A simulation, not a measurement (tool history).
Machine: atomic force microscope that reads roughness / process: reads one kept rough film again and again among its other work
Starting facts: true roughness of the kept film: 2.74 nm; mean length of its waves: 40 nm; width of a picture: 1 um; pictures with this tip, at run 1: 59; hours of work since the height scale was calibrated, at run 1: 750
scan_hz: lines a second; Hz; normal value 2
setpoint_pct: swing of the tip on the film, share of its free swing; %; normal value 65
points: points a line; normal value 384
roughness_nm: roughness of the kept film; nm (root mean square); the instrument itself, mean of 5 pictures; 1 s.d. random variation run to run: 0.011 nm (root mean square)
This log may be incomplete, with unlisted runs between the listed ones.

run	day	scan_hz	setpoint_pct	points	pictures with this tip	hours of work since the height scale was calibrated	roughness_nm
1	0	2	65	384	59	750	2.461
2	2.592	2	65	384	179	786	2.352
# day 4.271: new tip fitted
3	4.683	2	65	384	19	815	2.518
4	6.492	2	77	384	103	841	2.317
5	9.617	2	77	384	249	885	2.206
# day 9.908: new tip fitted
6	11.292	2	65	384	64	908	2.463
7	13.996	2	65	384	190	946	2.35
# day 15.371: new tip fitted
8	16.933	2	65	384	72	987	2.425
9	18.542	2	65	384	147	1010	2.355
10	20.571	2	65	384	241	1039	2.267
# day 20.808: new tip fitted
11	23.312	2	65	384	116	1077	2.391
# day 26.383: new tip fitted
12	26.383	2	65	861	0	1120	2.522
13	29.688	1.74	65	384	153	1167	2.394
# day 31.871: new tip fitted
14	33.054	1.74	65	384	54	1214	2.47
15	36.183	1.74	65	384	200	1258	2.329
# day 36.417: height scale calibrated on a step standard
# day 37.342: new tip fitted
16	39.692	1.74	65	384	109	46	2.391
17	41.242	1.74	65	384	181	68	2.333
# day 42.8: new tip fitted
18	43.7	1.74	65	384	42	102	2.45
19	45.346	1.74	65	384	119	125	2.394
# day 48.283: new tip fitted
20	49.067	2	65	384	36	177	2.448
21	52.383	2	65	384	190	224	2.322
# day 53.812: new tip fitted
22	54.575	2	56	384	35	255	2.513
# day 55.167: height scale calibrated on a step standard, once more
23	56.733	2	56	384	134	22	2.423
24	59.004	2	65	450	239	54	2.321
# day 59.292: new tip fitted
25	61.079	2	65	450	82	83	2.47
26	63.646	2	65	384	202	119	2.343
# day 64.962: new tip fitted
27	66.721	2	65	384	81	162	2.445
28	69.438	3.59	82	610	208	200	2.041
# day 70.396: new tip fitted
29	71.496	1.11	59	501	51	229	2.537
30	74.304	1.59	65	867	182	269	2.393
# day 75.862: new tip fitted
31	75.862	1.59	65	867	0	290	2.547
32	78.879	1.59	58	867	140	333	2.434
33	81.133	1.59	64	867	245	365	2.336
# day 81.358: new tip fitted
34	83.875	0.63	74	867	117	403	2.449
35	85.838	0.63	74	867	208	431	2.393
# day 86.779: new tip fitted
36	89.558	0.63	74	867	130	483	2.455
# day 92.267: new tip fitted
37	92.525	0.63	59	867	12	524	2.6
38	95.717	2	80	994	160	569	2.261
# day 97.783: new tip fitted
39	99.388	2	80	994	74	621	2.332
40	101.408	2	80	994	168	649	2.247
# day 103.317: new tip fitted
41	104.108	3.8	81	525	36	687	2.164
42	105.867	0.64	81	525	118	712	2.419
# day 108.729: new tip fitted
43	109.429	0.64	83	396	33	761	2.491
44	112.308	0.55	75	527	166	802	2.411
# day 114.133: new tip fitted
45	115.471	3.63	75	527	62	846	2.25
46	118.142	0.8	84	692	186	884	2.334
# day 119.592: new tip fitted
47	120.621	0.8	84	692	47	918	2.449
48	122.95	3.05	62	820	156	951	2.33
# day 125.196: new tip fitted
49	125.608	3.84	65	331	19	988	2.377
50	129.025	2.67	85	265	178	1037	2.057
# day 130.688: new tip fitted
51	131.988	0.64	81	389	61	1078	2.468

Consider 3 possible next runs. They are alternatives, not a sequence: every one starts from the tool as it was left by run 51. What does each give?
A	134.738	1.31	81	389	188	1117	?
B	134.738	1.11	65	880	188	1117	?
C	134.738	0.64	81	317	188	1117	?

run	roughness_nm
A	2.266
B	2.366
C	2.35
What these runs would have given with no unlogged condition in the tool:
run	roughness_nm
A	2.467
B	2.576
C	2.56

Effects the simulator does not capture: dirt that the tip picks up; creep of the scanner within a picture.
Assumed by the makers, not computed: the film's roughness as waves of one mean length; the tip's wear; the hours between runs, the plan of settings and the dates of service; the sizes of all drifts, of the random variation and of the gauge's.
